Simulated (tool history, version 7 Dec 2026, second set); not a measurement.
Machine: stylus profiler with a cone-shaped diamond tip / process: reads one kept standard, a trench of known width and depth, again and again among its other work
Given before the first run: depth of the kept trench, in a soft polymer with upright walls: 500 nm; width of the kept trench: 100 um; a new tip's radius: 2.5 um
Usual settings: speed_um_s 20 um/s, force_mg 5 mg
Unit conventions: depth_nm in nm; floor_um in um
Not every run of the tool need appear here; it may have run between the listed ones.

{"run": 1, "hour": 0.0, "speed_um_s": 20, "force_mg": 5, "depth_nm": 512.1, "floor_um": 96.42}
{"run": 2, "hour": 9.7, "speed_um_s": 20, "force_mg": 5, "depth_nm": 512.1, "floor_um": 96.44}
{"run": 3, "hour": 28.4, "speed_um_s": 20, "force_mg": 5, "depth_nm": 512.07, "floor_um": 96.37}
{"run": 4, "hour": 37.0, "speed_um_s": 20, "force_mg": 5, "depth_nm": 512.19, "floor_um": 96.34}
{"run": 5, "hour": 44.9, "speed_um_s": 20, "force_mg": 5, "depth_nm": 512.18, "floor_um": 96.36}
{"run": 6, "hour": 58.3, "speed_um_s": 20, "force_mg": 5, "depth_nm": 512.09, "floor_um": 96.36}
{"run": 7, "hour": 65.9, "speed_um_s": 20, "force_mg": 5, "depth_nm": 512.07, "floor_um": 96.29}
{"run": 8, "hour": 79.3, "speed_um_s": 20, "force_mg": 5, "depth_nm": 511.99, "floor_um": 96.29}
{"run": 9, "hour": 97.6, "speed_um_s": 20, "force_mg": 5, "depth_nm": 512.07, "floor_um": 96.24}
{"run": 10, "hour": 116.2, "speed_um_s": 20, "force_mg": 5, "depth_nm": 512.07, "floor_um": 96.25}
{"run": 11, "hour": 131.3, "speed_um_s": 20, "force_mg": 5, "depth_nm": 512.13, "floor_um": 96.24}
{"run": 12, "hour": 148.2, "speed_um_s": 20, "force_mg": 5, "depth_nm": 512.06, "floor_um": 96.18}
{"run": 13, "hour": 163.1, "speed_um_s": 20, "force_mg": 5, "depth_nm": 512.12, "floor_um": 96.12}
{"run": 14, "hour": 176.6, "speed_um_s": 20, "force_mg": 5, "depth_nm": 512.11, "floor_um": 96.11}
{"run": 15, "hour": 194.9, "speed_um_s": 20, "force_mg": 5, "depth_nm": 512.03, "floor_um": 96.08}
{"run": 16, "hour": 211.4, "speed_um_s": 20, "force_mg": 5, "depth_nm": 511.8, "floor_um": 96.09}
{"run": 17, "hour": 224.7, "speed_um_s": 20, "force_mg": 5, "depth_nm": 511.98, "floor_um": 96.03}
{"run": 18, "hour": 237.7, "speed_um_s": 5, "force_mg": 1.67, "depth_nm": 505.38, "floor_um": 96.07}
{"run": 19, "hour": 249.6, "speed_um_s": 5, "force_mg": 1.67, "depth_nm": 505.52, "floor_um": 96.03}
{"run": 20, "hour": 259.4, "speed_um_s": 7, "force_mg": 14.14, "depth_nm": 524.5, "floor_um": 95.98}
{"run": 21, "hour": 268.5, "speed_um_s": 26, "force_mg": 6.18, "depth_nm": 513.9, "floor_um": 95.95}
{"run": 22, "hour": 284.2, "speed_um_s": 60, "force_mg": 14.21, "depth_nm": 524.58, "floor_um": 95.85}
{"run": 23, "hour": 297.4, "speed_um_s": 60, "force_mg": 14.21, "depth_nm": 524.61, "floor_um": 95.81}
{"run": 24, "hour": 309.5, "speed_um_s": 59, "force_mg": 4.8, "depth_nm": 511.73, "floor_um": 95.83}
{"run": 25, "hour": 321.4, "speed_um_s": 59, "force_mg": 4.8, "depth_nm": 511.59, "floor_um": 95.69}
{"run": 26, "hour": 334.4, "speed_um_s": 75, "force_mg": 2.64, "depth_nm": 507.45, "floor_um": 95.56}
{"run": 27, "hour": 342.7, "speed_um_s": 75, "force_mg": 5.63, "depth_nm": 512.82, "floor_um": 95.68}
{"run": 28, "hour": 358.0, "speed_um_s": 13, "force_mg": 4.22, "depth_nm": 510.52, "floor_um": 95.84}
{"run": 29, "hour": 365.6, "speed_um_s": 13, "force_mg": 4.22, "depth_nm": 510.36, "floor_um": 95.87}
{"run": 30, "hour": 381.0, "speed_um_s": 62, "force_mg": 4.62, "depth_nm": 511.1, "floor_um": 95.61}
{"run": 31, "hour": 396.2, "speed_um_s": 62, "force_mg": 4.62, "depth_nm": 511.08, "floor_um": 95.57}
{"run": 32, "hour": 405.7, "speed_um_s": 62, "force_mg": 2.6, "depth_nm": 507.38, "floor_um": 95.53}
{"run": 33, "hour": 413.5, "speed_um_s": 5, "force_mg": 9.35, "depth_nm": 518.22, "floor_um": 95.81}

Each row is a separate what-if for the run after 33, all from the same tool condition, not one after another. Results?
{"run": "A", "hour": 430.4, "speed_um_s": 32, "force_mg": 5, "depth_nm": "?", "floor_um": "?"}
{"run": "B", "hour": 430.4, "speed_um_s": 10, "force_mg": 14.49, "depth_nm": "?", "floor_um": "?"}
{"run": "C", "hour": 430.4, "speed_um_s": 6, "force_mg": 1.75, "depth_nm": "?", "floor_um": "?"}

run=A depth_nm=511.79 floor_um=95.71
run=B depth_nm=524.8 floor_um=95.7
run=C depth_nm=505.44 floor_um=95.72
Take away the tool's hidden state, keep each run's random variation, and the runs would have read:
run=A depth_nm=512.58 floor_um=96.95
run=B depth_nm=525.6 floor_um=96.94
run=C depth_nm=506.21 floor_um=96.96

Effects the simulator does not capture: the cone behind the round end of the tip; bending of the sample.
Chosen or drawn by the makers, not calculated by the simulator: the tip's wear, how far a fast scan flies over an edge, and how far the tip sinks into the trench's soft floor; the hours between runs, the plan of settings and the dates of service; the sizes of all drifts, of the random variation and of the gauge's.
